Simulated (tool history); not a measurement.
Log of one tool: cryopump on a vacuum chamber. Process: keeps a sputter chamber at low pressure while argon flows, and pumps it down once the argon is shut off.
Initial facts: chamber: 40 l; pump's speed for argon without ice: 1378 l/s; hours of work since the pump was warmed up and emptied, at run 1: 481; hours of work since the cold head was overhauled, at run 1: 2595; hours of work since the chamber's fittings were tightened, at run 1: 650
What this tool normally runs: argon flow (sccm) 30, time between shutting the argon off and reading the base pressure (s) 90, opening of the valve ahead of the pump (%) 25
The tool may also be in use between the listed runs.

run	hour	argon flow (sccm)	time between shutting the argon off and reading the base pressure (s)	opening of the valve ahead of the pump (%)	hours of work since the pump was warmed up and emptied	hours of work since the cold head was overhauled	hours of work since the chamber's fittings were tightened	pressure while argon flows (Pa)	pressure after the wait (uPa)
1	0	30	90	25	481	2595	650	0.1526	2
2	64.7	30	90	25	514	2629	684	0.1529	2
3	175.2	30	90	17	572	2687	741	0.2219	2.01
4	251.8	30	90	17	612	2727	781	0.2229	2.09
5	318.6	30	90	17	647	2761	816	0.225	2.17
6	402.9	30	24	25	691	2805	860	0.1546	5.37
7	525.1	30	90	25	755	2869	924	0.1548	2.22
8	641.2	30	90	18	815	2930	984	0.2119	2.27
9	716.5	30	90	18	854	2969	1024	0.2159	2.29
10	811.1	30	90	18	904	3018	1073	0.2155	2.38
11	924.3	30	90	18	963	3077	1132	0.2149	2.4
# hour 990.5: pump warmed up, emptied and cooled again
12	994.4	30	90	18	2	3111	1166	0.2058	2.22
13	1112.1	30	90	18	63	3172	1227	0.2069	2.31
14	1225.8	21	231	25	123	3232	1287	0.1055	1.6
15	1336.8	21	231	25	181	3290	1344	0.1052	1.72
16	1405.2	55	79	31	216	3325	1380	0.2236	2.63
17	1462.5	30	196	16	246	3355	1410	0.2341	1.89
18	1564.8	30	196	16	299	3408	1463	0.2346	1.87
19	1666.5	30	196	16	352	3461	1516	0.2364	1.9
20	1760.1	30	260	34	401	3510	1565	0.1137	1.84
21	1821.5	21	260	35	433	3542	1597	0.0767	1.92
22	1946.9	30	71	45	499	3608	1663	0.0881	3.05
23	2004.9	17	114	27	529	3638	1693	0.0797	2.55
24	2091.3	46	114	18	574	3683	1738	0.3232	2.54
25	2193.1	19	74	32	627	3736	1791	0.0773	3.1

Below are 3 alternative next runs, each starting from the tool's condition after run 25. Predict each:
A	2307.2	19	60	16	686	3795	1850	?	?
B	2307.2	55	56	21	686	3795	1850	?	?
C	2307.2	30	60	25	686	3795	1850	?	?

run	pressure while argon flows (Pa)	pressure after the wait (uPa)
A	0.1513	3.49
B	0.3367	3.63
C	0.1553	3.53
Had the tool no hidden state, the same runs would have come out as:
run	pressure while argon flows (Pa)	pressure after the wait (uPa)
A	0.146	1.96
B	0.3215	2.08
C	0.147	1.97
